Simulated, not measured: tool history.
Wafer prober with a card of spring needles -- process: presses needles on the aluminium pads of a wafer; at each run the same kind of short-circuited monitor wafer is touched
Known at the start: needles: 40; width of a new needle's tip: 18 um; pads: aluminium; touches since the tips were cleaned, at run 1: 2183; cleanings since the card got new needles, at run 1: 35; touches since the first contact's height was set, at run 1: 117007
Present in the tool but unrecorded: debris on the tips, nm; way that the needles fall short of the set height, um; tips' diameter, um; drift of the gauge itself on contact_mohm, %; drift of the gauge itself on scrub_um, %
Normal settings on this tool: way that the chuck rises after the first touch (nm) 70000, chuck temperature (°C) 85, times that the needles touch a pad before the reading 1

run   hour  way that the chuck rises after the first touch (nm)  chuck temperature (°C)  times that the needles touch a pad before the reading  touches since the tips were cleaned  cleanings since the card got new needles  touches since the first contact's height was set  resistance of one needle with its contact and lead (mohm)  way that a needle slides on the pad (nm)
  1    0.0                                                70000                      85                                                      1                                 2183                                        35                                            117007                                                        367                                     15150
      14.7  -- tips cleaned on abrasive film
  2   28.2                                                70000                      85                                                      1                                 4434                                        36                                            126218                                                        456                                     15160
      34.3  -- tips cleaned on abrasive film
      54.3  -- tips cleaned on abrasive film
      54.6  -- height of the first contact set anew
  3   55.3                                                70000                      85                                                      1                                  231                                        38                                               231                                                        272                                     15580
      76.7  -- tips cleaned on abrasive film
  4   86.5                                                70000                      85                                                      1                                 3207                                        39                                             10417                                                        415                                     15550
      98.0  -- tips cleaned on abrasive film
  5  102.5                                                70000                      85                                                      1                                 1486                                        40                                             15655                                                        357                                     15530
     118.3  -- tips cleaned on abrasive film
  6  131.1                                                80000                      85                                                      1                                 4208                                        41                                             24987                                                        390                                     17700
     140.9  -- tips cleaned on abrasive film
     161.0  -- tips cleaned on abrasive film
  7  162.6                                                70000                     122                                                      1                                  531                                        43                                             35266                                                        300                                     15410
  8  179.0                                                70000                     122                                                      1                                 5914                                        43                                             40649                                                        476                                     15450
     181.4  -- tips cleaned on abrasive film
  9  198.2                                                71000                     122                                                      1                                 5523                                        44                                             46923                                                        471                                     15650
     202.7  -- tips cleaned on abrasive film
     223.5  -- tips cleaned on abrasive film
 10  236.5                                                71000                     122                                                      1                                 4288                                        46                                             59433                                                        437                                     15580
     244.3  -- tips cleaned on abrasive film
 11  256.3                                                59000                     116                                                      2                                 3944                                        47                                             65893                                                        415                                     12880
     265.8  -- tips cleaned on abrasive film
 12  279.9                                                59000                     116                                                      2                                 4643                                        48                                             73609                                                        429                                     12860

Below are 3 alternative next runs, each starting from the tool's condition after run 12. Predict each:
     286.1  -- tips cleaned on abrasive film
     306.0  -- tips cleaned on abrasive film
  A  307.4                                                78000                     106                                                      2                                  482                                        50                                             82570                                                          ?                                         ?
     286.1  -- tips cleaned on abrasive film
     306.0  -- tips cleaned on abrasive film
  B  307.4                                                72000                      50                                                      2                                  482                                        50                                             82570                                                          ?                                         ?
     286.1  -- tips cleaned on abrasive film
     306.0  -- tips cleaned on abrasive film
  C  307.4                                                71000                      88                                                      1                                  482                                        50                                             82570                                                          ?                                         ?

run  resistance of one needle with its contact and lead (mohm)  way that a needle slides on the pad (nm)
  A                                                        266                                     17030
  B                                                        264                                     15720
  C                                                        305                                     15470
The same runs, with their run-to-run variation unchanged, on a tool lacking any hidden condition would have given:
run  resistance of one needle with its contact and lead (mohm)  way that a needle slides on the pad (nm)
  A                                                        228                                     17330
  B                                                        216                                     16030
  C                                                        229                                     15770
